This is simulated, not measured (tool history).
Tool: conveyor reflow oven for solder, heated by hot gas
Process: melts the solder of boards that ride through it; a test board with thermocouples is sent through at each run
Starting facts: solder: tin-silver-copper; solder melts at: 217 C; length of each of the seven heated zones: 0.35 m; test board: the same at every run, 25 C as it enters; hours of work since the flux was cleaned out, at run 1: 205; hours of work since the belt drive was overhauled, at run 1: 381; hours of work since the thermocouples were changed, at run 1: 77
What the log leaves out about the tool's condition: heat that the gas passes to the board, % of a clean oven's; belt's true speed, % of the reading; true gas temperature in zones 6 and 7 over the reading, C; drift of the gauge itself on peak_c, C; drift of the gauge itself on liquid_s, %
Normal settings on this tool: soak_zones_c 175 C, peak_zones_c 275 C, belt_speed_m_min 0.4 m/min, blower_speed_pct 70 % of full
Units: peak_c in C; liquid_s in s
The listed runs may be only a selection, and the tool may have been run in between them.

run	hour	soak_zones_c	peak_zones_c	belt_speed_m_min	blower_speed_pct	hours of work since the flux was cleaned out	hours of work since the belt drive was overhauled	hours of work since the thermocouples were changed	peak_c	liquid_s
1	0	175	275	0.4	70	205	381	77	260.7	88.9
# hour 10.7: flux residue cleaned out of gas plates and filters
2	16	175	275	0.4	70	4	389	85	262	90
3	21.7	175	275	0.4	70	8	393	90	262.2	89.4
4	35.1	178	275	0.4	70	18	403	99	263.1	91.6
5	44.8	175	275	0.4	70	25	410	107	262.2	90
6	51.7	175	275	0.4	70	30	415	112	261.5	89.9
7	62.4	175	275	0.4	70	38	423	119	261.9	88.4
8	72.2	175	275	0.4	70	45	430	127	262.9	89.8
9	82.9	175	275	0.4	70	53	438	134	262.6	89.4
10	90.6	175	275	0.4	70	59	443	140	261.9	89.1
11	96.5	175	275	0.4	70	63	448	144	261.8	89.5
12	109.5	175	275	0.4	70	72	457	154	262.3	89.3
13	118.2	175	275	0.4	70	79	464	160	261.4	89.1
14	128.2	175	275	0.4	70	86	471	168	261	89
15	140.9	175	275	0.459	70	96	480	177	258.1	73.7
16	149.7	180	275	0.353	70	102	487	183	265.3	107.9
17	155.4	175	279	0.462	70	106	491	188	261.3	75.9
18	168.7	175	275	0.4	75	116	501	197	262.3	90
19	178.5	175	275	0.4	75	123	508	205	263.1	90.1
20	191.5	175	275	0.4	75	133	517	214	263	89.6
21	201.6	175	275	0.4	75	140	525	222	262.3	89.5
22	207.8	161	289	0.4	88	145	529	226	276	93.4
23	215	161	289	0.4	88	150	535	231	275.5	94.2
24	226	176	275	0.422	70	158	543	240	259.7	83.6
25	234.2	175	289	0.455	61	164	549	246	266.3	80.6
26	245.9	175	289	0.455	61	173	557	254	266.5	81
27	257.8	165	267	0.351	61	181	566	263	254.8	90.1
28	268.8	181	275	0.458	70	189	574	271	257.9	77.4
29	278	175	267	0.402	89	196	581	278	256.7	86.1
30	289.2	175	275	0.336	70	204	589	286	265.4	111.7

Entry by entry between the runs, the difference in hidden state between the last listed run before and the first listed run after:
Runs 1 to 2: flux residue cleaned out of gas plates and filters (hour 10.7)
  heat that the gas passes to the board, % of a clean oven's: 94.6 -> 99.6; belt's true speed, % of the reading: 98.97 -> 98.95; true gas temperature in zones 6 and 7 over the reading, C: -0.43 -> -0.46
  the result without the hidden state subtracted from the measured one, peak_c: -1.2 -> -0.2 C; liquid_s: -0.1 -> +0.8 s
